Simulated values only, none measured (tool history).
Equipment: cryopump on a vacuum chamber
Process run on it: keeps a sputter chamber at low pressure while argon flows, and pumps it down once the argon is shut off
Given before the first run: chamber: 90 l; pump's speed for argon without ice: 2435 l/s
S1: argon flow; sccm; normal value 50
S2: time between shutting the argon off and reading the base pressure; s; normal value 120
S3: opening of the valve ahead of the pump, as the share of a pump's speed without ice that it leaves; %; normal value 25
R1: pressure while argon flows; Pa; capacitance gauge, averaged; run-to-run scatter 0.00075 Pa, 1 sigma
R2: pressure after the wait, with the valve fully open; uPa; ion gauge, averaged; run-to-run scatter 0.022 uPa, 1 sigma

run,hour,S1,S2,S3,R1,R2
1,0,50,120,25,0.1399,0.65
2,16.3,45,120,25,0.1253,0.65
3,27.7,45,120,25,0.1258,0.64
4,45.1,50,38,25,0.1403,1.57
5,56.3,50,38,25,0.1415,1.56
6,69.3,50,38,25,0.1417,1.61
7,93,50,38,25,0.141,1.64
8,111.1,50,38,25,0.142,1.61
9,124.4,50,38,30,0.1183,1.6
10,145.6,50,38,30,0.1184,1.64
11,168.2,50,38,30,0.12,1.58
12,182.7,50,38,30,0.1191,1.66
13,203.5,50,293,33,0.111,0.44
14,218.1,25,22,24,0.0751,2.82
15,237.1,45,120,49,0.0689,0.68
16,252.8,35,50,22,0.1138,1.34
17,276.3,50,120,17,0.2103,0.73
18,288,50,80,25,0.145,0.9
19,307.5,50,80,38,0.0987,0.95
20,328.3,21,66,20,0.0757,1.13
21,348.6,81,213,16,0.366,0.51

Run 22 comes next. What will it give?
22,365.3,81,213,16,?,?

Logged for run 22: R1 0.3672 Pa, R2 0.59 uPa.
Minus the tool's unlogged condition, the same run would have read R1 0.3535 Pa, R2 0.41 uPa.

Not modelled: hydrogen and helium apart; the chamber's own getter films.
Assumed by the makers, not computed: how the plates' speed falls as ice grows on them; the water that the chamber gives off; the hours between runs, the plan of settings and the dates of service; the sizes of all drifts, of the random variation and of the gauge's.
